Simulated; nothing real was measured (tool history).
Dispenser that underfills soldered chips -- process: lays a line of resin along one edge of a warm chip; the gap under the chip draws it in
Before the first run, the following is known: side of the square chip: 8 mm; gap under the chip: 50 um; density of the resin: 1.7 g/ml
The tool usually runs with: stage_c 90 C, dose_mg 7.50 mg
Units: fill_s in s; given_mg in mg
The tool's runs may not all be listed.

{"run": 1, "day": 0.0, "stage_c": 90, "dose_mg": 7.5, "fill_s": 64.0, "given_mg": 7.21}
{"run": 2, "day": 0.204, "stage_c": 90, "dose_mg": 7.79, "fill_s": 80.1, "given_mg": 7.47}
{"run": 3, "day": 0.483, "stage_c": 100, "dose_mg": 7.5, "fill_s": 37.0, "given_mg": 7.18}
{"run": 4, "day": 0.671, "stage_c": 100, "dose_mg": 7.5, "fill_s": 42.4, "given_mg": 7.49}
{"run": 5, "day": 0.925, "stage_c": 100, "dose_mg": 6.85, "fill_s": 58.0, "given_mg": 6.84}
{"run": 6, "day": 1.088, "stage_c": 84, "dose_mg": 7.5, "fill_s": 52.9, "given_mg": 7.51}
{"run": 7, "day": 1.3, "stage_c": 90, "dose_mg": 8.74, "fill_s": 53.7, "given_mg": 8.72}
{"run": 8, "day": 1.567, "stage_c": 90, "dose_mg": 7.5, "fill_s": 72.5, "given_mg": 7.52}
{"run": 9, "day": 1.842, "stage_c": 90, "dose_mg": 9.0, "fill_s": 44.1, "given_mg": 8.96}
{"run": 10, "day": 2.05, "stage_c": 90, "dose_mg": 9.0, "fill_s": 55.1, "given_mg": 8.87}
{"run": 11, "day": 2.212, "stage_c": 90, "dose_mg": 9.0, "fill_s": 64.9, "given_mg": 9.0}
{"run": 12, "day": 2.454, "stage_c": 90, "dose_mg": 9.0, "fill_s": 40.6, "given_mg": 8.94}
{"run": 13, "day": 2.738, "stage_c": 90, "dose_mg": 7.5, "fill_s": 56.3, "given_mg": 7.4}
{"run": 14, "day": 2.912, "stage_c": 90, "dose_mg": 7.5, "fill_s": 67.6, "given_mg": 7.39}
{"run": 15, "day": 3.075, "stage_c": 90, "dose_mg": 6.89, "fill_s": 82.6, "given_mg": 6.85}
{"run": 16, "day": 3.338, "stage_c": 78, "dose_mg": 6.89, "fill_s": 80.1, "given_mg": 6.76}
{"run": 17, "day": 3.512, "stage_c": 90, "dose_mg": 7.5, "fill_s": 64.3, "given_mg": 7.38}
{"run": 18, "day": 3.779, "stage_c": 96, "dose_mg": 7.5, "fill_s": 69.7, "given_mg": 7.36}
{"run": 19, "day": 4.017, "stage_c": 96, "dose_mg": 7.5, "fill_s": 41.8, "given_mg": 7.36}
{"run": 20, "day": 4.267, "stage_c": 90, "dose_mg": 7.71, "fill_s": 65.0, "given_mg": 7.55}
{"run": 21, "day": 4.562, "stage_c": 90, "dose_mg": 7.71, "fill_s": 42.2, "given_mg": 7.48}
{"run": 22, "day": 4.842, "stage_c": 101, "dose_mg": 8.12, "fill_s": 39.1, "given_mg": 7.9}
{"run": 23, "day": 5.108, "stage_c": 103, "dose_mg": 8.25, "fill_s": 48.6, "given_mg": 7.96}
{"run": 24, "day": 5.346, "stage_c": 102, "dose_mg": 7.77, "fill_s": 31.9, "given_mg": 7.49}
{"run": 25, "day": 5.6, "stage_c": 101, "dose_mg": 7.07, "fill_s": 44.0, "given_mg": 6.85}
{"run": 26, "day": 5.771, "stage_c": 76, "dose_mg": 8.4, "fill_s": 117.1, "given_mg": 8.09}
{"run": 27, "day": 5.983, "stage_c": 76, "dose_mg": 8.4, "fill_s": 67.7, "given_mg": 8.06}
{"run": 28, "day": 6.142, "stage_c": 79, "dose_mg": 7.97, "fill_s": 73.7, "given_mg": 7.64}
{"run": 29, "day": 6.467, "stage_c": 105, "dose_mg": 9.08, "fill_s": 42.0, "given_mg": 9.08}
{"run": 30, "day": 6.583, "stage_c": 85, "dose_mg": 9.14, "fill_s": 89.5, "given_mg": 9.08}
{"run": 31, "day": 6.762, "stage_c": 82, "dose_mg": 9.18, "fill_s": 56.6, "given_mg": 9.1}
{"run": 32, "day": 6.912, "stage_c": 81, "dose_mg": 8.99, "fill_s": 68.2, "given_mg": 8.93}
{"run": 33, "day": 7.133, "stage_c": 78, "dose_mg": 6.79, "fill_s": 101.1, "given_mg": 6.68}
{"run": 34, "day": 7.25, "stage_c": 95, "dose_mg": 9.3, "fill_s": 62.9, "given_mg": 9.25}
{"run": 35, "day": 7.462, "stage_c": 95, "dose_mg": 7.41, "fill_s": 39.8, "given_mg": 7.36}
{"run": 36, "day": 7.738, "stage_c": 95, "dose_mg": 7.41, "fill_s": 52.6, "given_mg": 7.34}

Taken out of this log: 13 entries between the listed runs. Where each belongs, and how the hidden state differs across it:
Logged between run 2 and run 3: new syringe of resin (day 0.288)
  resin's viscosity, % of fresh resin's: 195.8 -> 123.9; dose that the valve gives, % of what is set: 95.79 -> 95.58; true chip temperature over the reading, C: 0.27 -> 0.28
  what was measured, less what the result would be without the hidden state, fill_s: +38.9 -> +7.2 s; given_mg: -0.33 -> -0.33 mg
Logged between run 3 and run 4: dispensing valve cleaned and set on the balance (day 0.662)
  resin's viscosity, % of fresh resin's: 123.9 -> 145.3; dose that the valve gives, % of what is set: 95.58 -> 100.36; true chip temperature over the reading, C: 0.28 -> 0.29
  what was measured, less what the result would be without the hidden state, fill_s: +7.2 -> +13.1 s; given_mg: -0.33 -> +0.03 mg
Logged between run 5 and run 6: new syringe of resin (day 1.025)
  resin's viscosity, % of fresh resin's: 191.3 -> 107.5; dose that the valve gives, % of what is set: 100.16 -> 100.03; true chip temperature over the reading, C: 0.3 -> 0.31
  what was measured, less what the result would be without the hidden state, fill_s: +27.4 -> +3.2 s; given_mg: +0.01 -> +0.00 mg
Logged between run 8 and run 9: new syringe of resin (day 1.729)
  resin's viscosity, % of fresh resin's: 181.1 -> 111.2; dose that the valve gives, % of what is set: 99.69 -> 99.5; true chip temperature over the reading, C: 0.33 -> 0.34
  what was measured, less what the result would be without the hidden state, fill_s: +32.0 -> +4.0 s; given_mg: -0.03 -> -0.05 mg
Logged between run 11 and run 12: new syringe of resin (day 2.429)
  resin's viscosity, % of fresh resin's: 166.9 -> 101.7; dose that the valve gives, % of what is set: 99.22 -> 99.05; true chip temperature over the reading, C: 0.36 -> 0.37
  what was measured, less what the result would be without the hidden state, fill_s: +25.7 -> +0.3 s; given_mg: -0.07 -> -0.09 mg
Logged between run 15 and run 16: new syringe of resin (day 3.121)
  resin's viscosity, % of fresh resin's: 199.8 -> 127.8; dose that the valve gives, % of what is set: 98.61 -> 98.43; true chip temperature over the reading, C: 0.4 -> 0.41
  what was measured, less what the result would be without the hidden state, fill_s: +41.0 -> +16.9 s; given_mg: -0.10 -> -0.11 mg
Logged between run 18 and run 19: new syringe of resin (day 3.812)
  resin's viscosity, % of fresh resin's: 206.8 -> 123.8; dose that the valve gives, % of what is set: 98.1 -> 97.94; true chip temperature over the reading, C: 0.43 -> 0.44
  what was measured, less what the result would be without the hidden state, fill_s: +35.5 -> +7.7 s; given_mg: -0.15 -> -0.16 mg
Logged between run 20 and run 21: new syringe of resin (day 4.525)
  resin's viscosity, % of fresh resin's: 163.1 -> 103.8; dose that the valve gives, % of what is set: 97.75 -> 97.53; true chip temperature over the reading, C: 0.46 -> 0.47
  what was measured, less what the result would be without the hidden state, fill_s: +24.9 -> +1.2 s; given_mg: -0.18 -> -0.19 mg
Logged between run 23 and run 24: new syringe of resin (day 5.217)
  resin's viscosity, % of fresh resin's: 188.1 -> 114.4; dose that the valve gives, % of what is set: 97.08 -> 96.91; true chip temperature over the reading, C: 0.49 -> 0.5
  what was measured, less what the result would be without the hidden state, fill_s: +22.7 -> +3.8 s; given_mg: -0.24 -> -0.24 mg
Logged between run 26 and run 27: new syringe of resin (day 5.917)
  resin's viscosity, % of fresh resin's: 181.3 -> 105.1; dose that the valve gives, % of what is set: 96.61 -> 96.45; true chip temperature over the reading, C: 0.53 -> 0.54
  what was measured, less what the result would be without the hidden state, fill_s: +51.7 -> +2.4 s; given_mg: -0.28 -> -0.30 mg
Logged between run 28 and run 29: dispensing valve cleaned and set on the balance (day 6.246)
  resin's viscosity, % of fresh resin's: 124.7 -> 170; dose that the valve gives, % of what is set: 96.33 -> 99.71; true chip temperature over the reading, C: 0.54 -> 0.56
  what was measured, less what the result would be without the hidden state, fill_s: +13.9 -> +16.6 s; given_mg: -0.29 -> -0.02 mg
Logged between run 30 and run 31: new syringe of resin (day 6.658)
  resin's viscosity, % of fresh resin's: 193.5 -> 109.9; dose that the valve gives, % of what is set: 99.61 -> 99.49; true chip temperature over the reading, C: 0.56 -> 0.57
  what was measured, less what the result would be without the hidden state, fill_s: +42.3 -> +4.0 s; given_mg: -0.03 -> -0.05 mg
Logged between run 34 and run 35: new syringe of resin (day 7.354)
  resin's viscosity, % of fresh resin's: 187 -> 113.4; dose that the valve gives, % of what is set: 99.13 -> 98.96
  what was measured, less what the result would be without the hidden state, fill_s: +28.4 -> +4.1 s; given_mg: -0.08 -> -0.08 mg
